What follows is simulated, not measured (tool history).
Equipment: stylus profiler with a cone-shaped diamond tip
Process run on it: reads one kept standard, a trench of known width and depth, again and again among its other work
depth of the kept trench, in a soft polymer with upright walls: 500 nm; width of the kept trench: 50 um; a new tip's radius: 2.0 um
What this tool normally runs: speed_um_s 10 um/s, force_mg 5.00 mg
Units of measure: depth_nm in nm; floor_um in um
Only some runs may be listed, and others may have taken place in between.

Run 1, hour 0.0: usual settings. Result: depth_nm 513.83 nm, floor_um 47.25 um.
Run 2, hour 40.4: usual settings. Result: depth_nm 513.91 nm, floor_um 47.36 um.
Run 3, hour 85.6: usual settings. Result: depth_nm 514.03 nm, floor_um 47.33 um.
At hour 91.6: height scale calibrated on a step standard.
Run 4, hour 138.7: usual settings. Result: depth_nm 513.79 nm, floor_um 47.34 um.
Run 5, hour 192.7: usual settings but force_mg 10.98 mg. Result: depth_nm 523.35 nm, floor_um 47.35 um.
Run 6, hour 239.8: usual settings but force_mg 4.53 mg. Result: depth_nm 513.15 nm, floor_um 47.39 um.
Run 7, hour 287.7: usual settings but force_mg 4.53 mg. Result: depth_nm 513.34 nm, floor_um 47.32 um.
Run 8, hour 368.0: usual settings but force_mg 4.53 mg. Result: depth_nm 513.02 nm, floor_um 47.36 um.
Run 9, hour 413.2: usual settings but force_mg 4.53 mg. Result: depth_nm 512.91 nm, floor_um 47.29 um.
Run 10, hour 504.9: usual settings. Result: depth_nm 513.92 nm, floor_um 47.32 um.
Run 11, hour 581.5: usual settings. Result: depth_nm 513.99 nm, floor_um 47.31 um.
Run 12, hour 639.1: usual settings. Result: depth_nm 514.19 nm, floor_um 47.34 um.
Run 13, hour 715.2: usual settings. Result: depth_nm 514.01 nm, floor_um 47.29 um.
Run 14, hour 803.3: usual settings. Result: depth_nm 513.65 nm, floor_um 47.27 um.

The next listed run, before its measurement:
Run 15, hour 866.6: usual settings. Result: depth_nm ?, floor_um ?.

For run 15 the tool returned depth_nm 513.91 nm, floor_um 47.29 um.
Had the tool carried no hidden state, the very same run would have given depth_nm 513.92 nm, floor_um 47.30 um.
